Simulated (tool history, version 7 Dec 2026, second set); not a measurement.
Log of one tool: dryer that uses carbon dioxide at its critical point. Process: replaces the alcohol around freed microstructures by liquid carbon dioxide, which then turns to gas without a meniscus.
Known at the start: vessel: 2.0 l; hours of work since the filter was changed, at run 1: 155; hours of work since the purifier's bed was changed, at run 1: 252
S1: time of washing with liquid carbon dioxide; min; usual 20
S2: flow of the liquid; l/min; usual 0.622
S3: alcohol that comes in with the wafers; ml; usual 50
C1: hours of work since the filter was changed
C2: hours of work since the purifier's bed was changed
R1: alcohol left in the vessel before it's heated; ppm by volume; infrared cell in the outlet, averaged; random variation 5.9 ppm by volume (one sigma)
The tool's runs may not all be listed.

run   hour  S1     S2  S3   C1   C2   R1
  1      0  20  0.622  50  155  252  310
  2   19.5  20  0.618  50  162  259  345
  3   32.5  20  0.618  50  167  264  340
  4   41.2  20  0.618  50  170  268  328
  5   57.2  20  0.618  50  176  273  344
  6   71.9  20  0.622  34  182  279  240
  7   89.2  20  0.622  34  188  285  236
  8  106.4  20  0.652  50  195  292  291
  9  117.6  20  0.652  50  199  296  284

Forecast run 10:
 10  133.8  14  0.582  102  205  302   ?

R1: 3034 ppm by volume
Without the tool's hidden state the same run would have given R1 2205 ppm by volume.

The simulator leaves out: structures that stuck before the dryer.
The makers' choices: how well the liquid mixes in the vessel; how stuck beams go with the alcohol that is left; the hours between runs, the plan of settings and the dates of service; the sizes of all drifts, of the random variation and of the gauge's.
